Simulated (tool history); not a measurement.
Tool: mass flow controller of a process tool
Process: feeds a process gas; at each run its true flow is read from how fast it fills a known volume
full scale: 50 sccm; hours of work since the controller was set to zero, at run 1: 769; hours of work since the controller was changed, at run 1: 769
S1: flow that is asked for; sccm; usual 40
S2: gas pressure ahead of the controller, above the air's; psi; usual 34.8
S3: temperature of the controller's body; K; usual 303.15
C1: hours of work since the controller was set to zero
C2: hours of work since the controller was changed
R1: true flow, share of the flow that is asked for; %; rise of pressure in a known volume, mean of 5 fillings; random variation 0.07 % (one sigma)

run 1 hour=0 | S1=40 S2=34.8 S3=303.15 | C1=769 C2=769 | R1=98.89
run 2 hour=63 | S1=40 S2=34.8 S3=303.15 | C1=797 C2=797 | R1=98.84
run 3 hour=113.1 | S1=40 S2=34.8 S3=303.15 | C1=820 C2=820 | R1=98.85
run 4 hour=176.5 | S1=40 S2=34.8 S3=303.15 | C1=849 C2=849 | R1=98.93
run 5 hour=262.9 | S1=40 S2=34.8 S3=303.15 | C1=887 C2=887 | R1=98.8
run 6 hour=352.9 | S1=40 S2=34.8 S3=303.15 | C1=928 C2=928 | R1=98.9
run 7 hour=421.6 | S1=40 S2=34.8 S3=303.15 | C1=959 C2=959 | R1=98.89
run 8 hour=466.2 | S1=40 S2=34.8 S3=298.15 | C1=979 C2=979 | R1=99.38
run 9 hour=522.4 | S1=40 S2=34.8 S3=298.15 | C1=1004 C2=1004 | R1=99.52
run 10 hour=594.5 | S1=40 S2=34.8 S3=303.15 | C1=1037 C2=1037 | R1=98.88
run 11 hour=666.8 | S1=40 S2=34.8 S3=303.15 | C1=1070 C2=1070 | R1=98.76
run 12 hour=759.8 | S1=13 S2=34.8 S3=303.15 | C1=1111 C2=1111 | R1=97.26
run 13 hour=841.2 | S1=13 S2=33.2 S3=303.15 | C1=1148 C2=1148 | R1=97.38
run 14 hour=885.6 | S1=13 S2=33.2 S3=303.15 | C1=1168 C2=1168 | R1=97.42
run 15 hour=938 | S1=13 S2=23.1 S3=303.15 | C1=1192 C2=1192 | R1=97.81
run 16 hour=978.9 | S1=13 S2=23.1 S3=303.15 | C1=1210 C2=1210 | R1=97.72
run 17 hour=1039 | S1=13 S2=23.1 S3=303.15 | C1=1237 C2=1237 | R1=97.74
run 18 hour=1119.1 | S1=13 S2=23.1 S3=303.15 | C1=1273 C2=1273 | R1=97.75
run 19 hour=1210.1 | S1=40 S2=34.8 S3=303.15 | C1=1314 C2=1314 | R1=98.91
run 20 hour=1303 | S1=40 S2=34.8 S3=303.15 | C1=1356 C2=1356 | R1=98.91
run 21 hour=1388.8 | S1=40 S2=34.8 S3=303.15 | C1=1395 C2=1395 | R1=98.82
run 22 hour=1435.7 | S1=40 S2=34.8 S3=303.15 | C1=1416 C2=1416 | R1=98.76
run 23 hour=1498.2 | S1=40 S2=34.8 S3=303.15 | C1=1444 C2=1444 | R1=98.86
run 24 hour=1560.2 | S1=40 S2=34.8 S3=303.15 | C1=1472 C2=1472 | R1=98.98
run 25 hour=1646.1 | S1=40 S2=34.8 S3=303.15 | C1=1511 C2=1511 | R1=98.75
run 26 hour=1727.6 | S1=15 S2=24.2 S3=302.15 | C1=1548 C2=1548 | R1=97.81
run 27 hour=1769.9 | S1=40 S2=39.2 S3=309.15 | C1=1567 C2=1567 | R1=98.07
run 28 hour=1813.3 | S1=40 S2=39.2 S3=309.15 | C1=1586 C2=1586 | R1=98.17
run 29 hour=1869.3 | S1=36 S2=34.8 S3=303.15 | C1=1612 C2=1612 | R1=98.75
run 30 hour=1946.7 | S1=36 S2=34.8 S3=303.15 | C1=1647 C2=1647 | R1=98.66
run 31 hour=2026.3 | S1=40 S2=23.9 S3=297.15 | C1=1682 C2=1682 | R1=99.96
run 32 hour=2092.3 | S1=20 S2=39.2 S3=295.15 | C1=1712 C2=1712 | R1=98.17
run 33 hour=2153 | S1=9 S2=27 S3=303.15 | C1=1740 C2=1740 | R1=96.62
run 34 hour=2202.8 | S1=22 S2=29.3 S3=303.15 | C1=1762 C2=1762 | R1=98.04
run 35 hour=2262.9 | S1=22 S2=29.3 S3=303.15 | C1=1789 C2=1789 | R1=98.22
run 36 hour=2354.1 | S1=22 S2=29.3 S3=303.15 | C1=1830 C2=1830 | R1=98.07
run 37 hour=2422.8 | S1=14 S2=34.8 S3=303.15 | C1=1861 C2=1861 | R1=97.06
run 38 hour=2479.9 | S1=10 S2=28.6 S3=303.15 | C1=1887 C2=1887 | R1=96.66
run 39 hour=2562 | S1=23 S2=30.3 S3=294.15 | C1=1924 C2=1924 | R1=98.86
run 40 hour=2604.9 | S1=17 S2=37.7 S3=297.15 | C1=1943 C2=1943 | R1=97.88
run 41 hour=2662 | S1=17 S2=23.1 S3=298.15 | C1=1969 C2=1969 | R1=98.56
run 42 hour=2710.2 | S1=39 S2=27 S3=312.15 | C1=1991 C2=1991 | R1=98.23
run 43 hour=2769.1 | S1=39 S2=27 S3=312.15 | C1=2017 C2=2017 | R1=98.3
run 44 hour=2808.3 | S1=40 S2=31.2 S3=309.15 | C1=2035 C2=2035 | R1=98.4
run 45 hour=2865.5 | S1=40 S2=31.2 S3=309.15 | C1=2061 C2=2061 | R1=98.42
run 46 hour=2944.8 | S1=18 S2=23.8 S3=293.15 | C1=2097 C2=2097 | R1=98.93
run 47 hour=2986.1 | S1=18 S2=23.8 S3=293.15 | C1=2115 C2=2115 | R1=98.78
run 48 hour=3046.7 | S1=12 S2=26.8 S3=297.15 | C1=2142 C2=2142 | R1=97.41
run 49 hour=3129.8 | S1=12 S2=26.8 S3=297.15 | C1=2180 C2=2180 | R1=97.41

Hidden state or all else? Some run-to-run changes of R1, split into what the settings, what came in and random variation would give without the hidden state, and what is left for the hidden state (with any gauge scatter that isn't in both results):
The hidden state here: flow at rest that the sensor doesn't see, % of full scale; true flow over the shown one, %; drift of the gauge itself on true_pct, %.
Run 31 -> 32: S1 40 -> 20, S2 23.9 -> 39.2, S3 297.15 -> 295.15. R1 -1.79 %: hidden state -0.46, all else -1.33.
Run 32 -> 33: S1 20 -> 9, S2 39.2 -> 27, S3 295.15 -> 303.15. R1 -1.55 %: hidden state -1.14, all else -0.41.
Run 33 -> 34: S1 9 -> 22, S2 27 -> 29.3. R1 +1.42 %: hidden state +1.21, all else +0.21.
Run 38 -> 39: S1 10 -> 23, S2 28.6 -> 30.3, S3 303.15 -> 294.15. R1 +2.2 %: hidden state +1.13, all else +1.07.
